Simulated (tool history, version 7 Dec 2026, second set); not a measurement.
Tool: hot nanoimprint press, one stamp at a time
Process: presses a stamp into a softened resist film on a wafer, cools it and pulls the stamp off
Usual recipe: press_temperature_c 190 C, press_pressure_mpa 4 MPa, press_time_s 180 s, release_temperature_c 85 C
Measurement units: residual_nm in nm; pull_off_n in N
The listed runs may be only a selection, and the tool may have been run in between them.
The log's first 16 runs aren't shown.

run,hour,press_temperature_c,press_pressure_mpa,press_time_s,release_temperature_c,residual_nm,pull_off_n
17,390.6,190,3.91,138,73,432.3,279
18,425.1,202,3.96,146,73,277.6,271
19,450.3,190,5.02,166,85,370.4,214
20,483.8,190,5.02,166,85,368.1,216
21,507.2,197,5.02,239,76,246.4,265
22,522.1,197,5.02,239,76,246.9,269
# hour 554.4: stamp cleaned and given a new release coat
23,556.3,187,5.02,207,93,382.7,182
24,573.1,187,5.02,207,93,386.1,185
25,589.2,180,4.44,207,75,518.9,266
26,605.7,180,4.44,207,91,517.3,195
27,630,180,3.32,182,91,571.5,192
28,662.3,180,3.32,182,91,575.4,191
29,680.8,180,3.32,182,91,573.3,200
30,697.4,180,3.32,155,82,582.6,238

What if the next run were any one of these 3? Each begins from the tool's condition after run 30:
A,715,190,3.24,99,83,?,?
B,715,180,4.67,215,82,?,?
C,715,180,5.58,106,86,?,?

run,residual_nm,pull_off_n
A,515,229
B,503.6,230
C,559.3,215
Stripped of hidden state, with their random variation kept, the same runs would have yielded:
run,residual_nm,pull_off_n
A,504.1,227
B,492.8,228
C,547.4,213
